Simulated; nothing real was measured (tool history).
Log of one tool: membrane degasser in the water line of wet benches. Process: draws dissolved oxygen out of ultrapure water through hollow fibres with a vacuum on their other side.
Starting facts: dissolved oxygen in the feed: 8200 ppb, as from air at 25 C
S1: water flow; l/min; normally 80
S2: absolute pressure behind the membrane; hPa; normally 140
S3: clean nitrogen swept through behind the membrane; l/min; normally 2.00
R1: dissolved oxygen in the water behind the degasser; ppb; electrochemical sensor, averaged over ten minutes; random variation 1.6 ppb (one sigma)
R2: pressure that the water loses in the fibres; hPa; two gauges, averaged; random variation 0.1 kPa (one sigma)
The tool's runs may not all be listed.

{"run": 1, "hour": 0.0, "S1": 80, "S2": 140, "S3": 2.0, "R1": 804.6, "R2": 424.6}
{"run": 2, "hour": 31.1, "S1": 95, "S2": 140, "S3": 2.0, "R1": 923.2, "R2": 504.7}
{"run": 3, "hour": 71.8, "S1": 80, "S2": 140, "S3": 2.18, "R1": 753.5, "R2": 425.8}
{"run": 4, "hour": 124.9, "S1": 80, "S2": 140, "S3": 2.18, "R1": 755.7, "R2": 426.4}
{"run": 5, "hour": 164.5, "S1": 80, "S2": 140, "S3": 2.18, "R1": 754.8, "R2": 426.8}
{"run": 6, "hour": 231.9, "S1": 84, "S2": 140, "S3": 2.0, "R1": 841.1, "R2": 447.8}
{"run": 7, "hour": 272.7, "S1": 80, "S2": 140, "S3": 2.0, "R1": 806.0, "R2": 426.3}
{"run": 8, "hour": 314.0, "S1": 80, "S2": 140, "S3": 5.59, "R1": 352.4, "R2": 424.9}
{"run": 9, "hour": 356.1, "S1": 83, "S2": 140, "S3": 2.0, "R1": 830.1, "R2": 443.6}
{"run": 10, "hour": 414.8, "S1": 65, "S2": 140, "S3": 2.0, "R1": 685.9, "R2": 346.9}
{"run": 11, "hour": 450.0, "S1": 108, "S2": 140, "S3": 1.87, "R1": 1073.4, "R2": 575.1}
{"run": 12, "hour": 513.7, "S1": 108, "S2": 140, "S3": 1.87, "R1": 1070.6, "R2": 578.6}
{"run": 13, "hour": 558.9, "S1": 108, "S2": 140, "S3": 1.87, "R1": 1073.4, "R2": 575.7}
{"run": 14, "hour": 608.0, "S1": 119, "S2": 170, "S3": 1.87, "R1": 1419.1, "R2": 637.4}
{"run": 15, "hour": 637.6, "S1": 97, "S2": 125, "S3": 1.5, "R1": 1004.3, "R2": 517.7}
{"run": 16, "hour": 674.0, "S1": 95, "S2": 140, "S3": 2.0, "R1": 926.3, "R2": 507.2}
{"run": 17, "hour": 713.9, "S1": 95, "S2": 140, "S3": 2.0, "R1": 929.5, "R2": 506.2}
{"run": 18, "hour": 770.1, "S1": 80, "S2": 191, "S3": 1.24, "R1": 1578.7, "R2": 428.0}
{"run": 19, "hour": 804.1, "S1": 80, "S2": 191, "S3": 1.24, "R1": 1582.1, "R2": 427.7}
{"run": 20, "hour": 859.8, "S1": 125, "S2": 149, "S3": 2.0, "R1": 1237.2, "R2": 667.6}

What if the next run were any one of these 5? Each begins from the tool's condition after run 20:
{"run": "A", "hour": 928.3, "S1": 58, "S2": 140, "S3": 2.0, "R1": "?", "R2": "?"}
{"run": "B", "hour": 928.3, "S1": 80, "S2": 140, "S3": 1.05, "R1": "?", "R2": "?"}
{"run": "C", "hour": 928.3, "S1": 125, "S2": 149, "S3": 3.76, "R1": "?", "R2": "?"}
{"run": "D", "hour": 928.3, "S1": 108, "S2": 91, "S3": 0.98, "R1": "?", "R2": "?"}
{"run": "E", "hour": 928.3, "S1": 54, "S2": 140, "S3": 2.0, "R1": "?", "R2": "?"}

run=A R1=626.3 R2=311.6
run=B R1=1256.1 R2=424.8
run=C R1=808.9 R2=670.5
run=D R1=939.3 R2=577.3
run=E R1=594.2 R2=288.9
Stripped of hidden state, with their random variation kept, the same runs would have yielded:
run=A R1=622.0 R2=309.5
run=B R1=1250.5 R2=421.8
run=C R1=802.8 R2=665.9
run=D R1=930.5 R2=573.3
run=E R1=590.0 R2=286.9
